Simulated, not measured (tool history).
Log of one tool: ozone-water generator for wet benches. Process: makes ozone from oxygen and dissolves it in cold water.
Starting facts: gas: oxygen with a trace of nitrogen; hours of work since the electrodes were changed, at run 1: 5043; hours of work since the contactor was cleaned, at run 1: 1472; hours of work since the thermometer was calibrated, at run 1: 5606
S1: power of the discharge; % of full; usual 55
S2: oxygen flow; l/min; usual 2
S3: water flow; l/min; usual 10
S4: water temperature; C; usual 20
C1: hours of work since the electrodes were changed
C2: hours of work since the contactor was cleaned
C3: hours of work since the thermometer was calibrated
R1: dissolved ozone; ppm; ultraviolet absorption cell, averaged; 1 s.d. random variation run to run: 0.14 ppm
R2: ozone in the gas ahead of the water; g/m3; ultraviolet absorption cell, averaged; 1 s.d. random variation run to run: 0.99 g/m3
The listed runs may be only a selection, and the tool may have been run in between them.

run 1 hour=0 | S1=55 S2=2 S3=10 S4=20 | C1=5043 C2=1472 C3=5606 | R1=17.3 R2=169.3
run 2 hour=130.7 | S1=55 S2=2 S3=10 S4=20 | C1=5172 C2=1601 C3=5736 | R1=17.5 R2=170.8
-- hour=219.1 water thermometer calibrated
run 3 hour=257.9 | S1=55 S2=2 S3=10 S4=20 | C1=5297 C2=1726 C3=38 | R1=17.4 R2=171.5
run 4 hour=348.8 | S1=55 S2=2 S3=10 S4=20 | C1=5387 C2=1816 C3=128 | R1=17.2 R2=173
run 5 hour=425.8 | S1=78 S2=2 S3=10 S4=20 | C1=5463 C2=1892 C3=204 | R1=21.1 R2=207.9
run 6 hour=554.1 | S1=78 S2=2 S3=8 S4=20 | C1=5590 C2=2019 C3=331 | R1=24.9 R2=209.9
run 7 hour=661.2 | S1=78 S2=2 S3=8 S4=20 | C1=5696 C2=2125 C3=437 | R1=24.9 R2=209.7
run 8 hour=760 | S1=78 S2=2 S3=7 S4=20 | C1=5793 C2=2222 C3=535 | R1=27.5 R2=209.1
run 9 hour=894.1 | S1=53 S2=2 S3=10 S4=20 | C1=5926 C2=2355 C3=667 | R1=16.8 R2=168.7
run 10 hour=1000.5 | S1=53 S2=2 S3=10 S4=20 | C1=6031 C2=2460 C3=772 | R1=17 R2=169.1
run 11 hour=1140.8 | S1=53 S2=2 S3=10 S4=20 | C1=6170 C2=2599 C3=911 | R1=17 R2=169.4
run 12 hour=1202.6 | S1=55 S2=1.83 S3=10 S4=20 | C1=6231 C2=2660 C3=972 | R1=17 R2=179.3
-- hour=1262.4 electrodes of the discharge changed
run 13 hour=1266.4 | S1=55 S2=2 S3=10 S4=20 | C1=4 C2=2717 C3=1029 | R1=17.2 R2=175.7
run 14 hour=1355.5 | S1=55 S2=2 S3=10 S4=20 | C1=92 C2=2805 C3=1117 | R1=17.3 R2=173.6
run 15 hour=1438.9 | S1=55 S2=2 S3=9 S4=20 | C1=174 C2=2887 C3=1200 | R1=18.9 R2=174.6
run 16 hour=1556.3 | S1=55 S2=2 S3=10 S4=18 | C1=290 C2=3004 C3=1316 | R1=17.9 R2=174.7
run 17 hour=1658.3 | S1=55 S2=2 S3=10 S4=18 | C1=391 C2=3104 C3=1417 | R1=17.4 R2=177.4
run 18 hour=1785.7 | S1=49 S2=1.21 S3=7 S4=12 | C1=517 C2=3230 C3=1543 | R1=20.3 R2=194.1
-- hour=1823.6 gauge calibrated
run 19 hour=1863.3 | S1=44 S2=1.21 S3=7 S4=13 | C1=594 C2=3307 C3=1619 | R1=19.1 R2=178.3
run 20 hour=1941.5 | S1=72 S2=1.21 S3=9 S4=14 | C1=671 C2=3384 C3=1697 | R1=19.7 R2=232.6
run 21 hour=2041 | S1=72 S2=1.21 S3=9 S4=14 | C1=770 C2=3483 C3=1795 | R1=19.7 R2=234.4
run 22 hour=2125.6 | S1=55 S2=3.24 S3=10 S4=12 | C1=853 C2=3566 C3=1878 | R1=21.9 R2=147.5
run 23 hour=2194.8 | S1=72 S2=1.51 S3=10 S4=24 | C1=921 C2=3634 C3=1947 | R1=17.6 R2=219.9
run 24 hour=2334.6 | S1=72 S2=1.51 S3=10 S4=24 | C1=1060 C2=3773 C3=2085 | R1=17.9 R2=218.4
run 25 hour=2394.9 | S1=55 S2=2 S3=10 S4=23 | C1=1119 C2=3832 C3=2145 | R1=16.7 R2=172.5
run 26 hour=2481.6 | S1=55 S2=2 S3=10 S4=23 | C1=1205 C2=3918 C3=2230 | R1=16.4 R2=171.6
run 27 hour=2587 | S1=65 S2=2 S3=10 S4=23 | C1=1309 C2=4022 C3=2334 | R1=18.2 R2=189.8
run 28 hour=2700.1 | S1=65 S2=2 S3=10 S4=23 | C1=1421 C2=4134 C3=2446 | R1=18.2 R2=189.9
run 29 hour=2842.4 | S1=65 S2=2 S3=10 S4=23 | C1=1562 C2=4275 C3=2587 | R1=18.4 R2=189.7

Forecast run 30:
run 30 hour=2961.3 | S1=65 S2=1.68 S3=10 S4=23 | C1=1679 C2=4392 C3=2704 | R1=? R2=?

{"run 30": {"R1": 17.5, "R2": 201.3}}
With the hidden condition absent and the run-to-run variation left alone, this run would have shown R1 17.5 ppm, R2 197.8 g/m3.

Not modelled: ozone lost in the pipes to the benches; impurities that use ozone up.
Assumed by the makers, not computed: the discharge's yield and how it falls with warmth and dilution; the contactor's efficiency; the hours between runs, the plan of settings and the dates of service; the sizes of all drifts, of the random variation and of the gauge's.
